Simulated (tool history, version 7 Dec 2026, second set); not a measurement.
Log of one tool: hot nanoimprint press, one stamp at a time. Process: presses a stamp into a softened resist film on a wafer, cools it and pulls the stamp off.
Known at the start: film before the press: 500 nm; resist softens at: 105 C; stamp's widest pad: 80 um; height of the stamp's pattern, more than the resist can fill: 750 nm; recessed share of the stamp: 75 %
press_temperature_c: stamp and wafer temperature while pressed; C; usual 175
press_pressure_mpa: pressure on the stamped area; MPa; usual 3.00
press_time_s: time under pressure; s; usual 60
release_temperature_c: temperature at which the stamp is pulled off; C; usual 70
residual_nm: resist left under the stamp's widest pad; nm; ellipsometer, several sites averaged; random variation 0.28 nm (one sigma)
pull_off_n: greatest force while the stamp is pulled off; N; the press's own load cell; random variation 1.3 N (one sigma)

run	hour	press_temperature_c	press_pressure_mpa	press_time_s	release_temperature_c	residual_nm	pull_off_n
1	0.0	175	3.00	60	70	291.0	114
2	38.9	175	3.00	60	70	290.8	115
3	71.1	175	3.00	60	70	290.4	117
4	97.1	175	3.00	60	70	290.1	117
5	132.0	175	3.00	60	70	290.1	117
6	152.3	175	3.00	60	70	290.3	120
7	196.4	175	3.00	60	70	290.0	119
8	227.8	175	2.17	60	70	325.8	122
9	272.8	175	3.00	60	70	290.3	122
10	293.7	175	3.00	60	70	289.9	120
11	316.5	175	3.00	60	70	289.3	122
12	354.5	175	3.00	60	70	288.7	120
13	383.3	175	3.00	60	70	289.7	125
# hour 388.6: plate thermocouple calibrated
14	405.3	175	3.00	87	70	251.4	123
15	427.7	175	3.00	60	68	285.1	129
16	450.6	175	4.67	69	66	225.6	134
17	476.7	177	3.00	31	70	327.7	126
18	507.7	177	3.00	31	70	327.3	124
19	529.1	175	3.00	60	61	284.3	146
20	548.8	175	3.00	60	61	284.3	143
# hour 559.8: plate thermocouple calibrated, once more
21	575.4	175	3.00	60	61	296.4	147
22	600.6	175	3.00	34	64	347.0	138

The next listed run, before its measurement:
23	621.6	167	2.62	75	77	?	?

Run 23 gave residual_nm 365.1 nm, pull_off_n 115 N.
Without the tool's hidden state the same run would have given residual_nm 363.6 nm, pull_off_n 104 N.
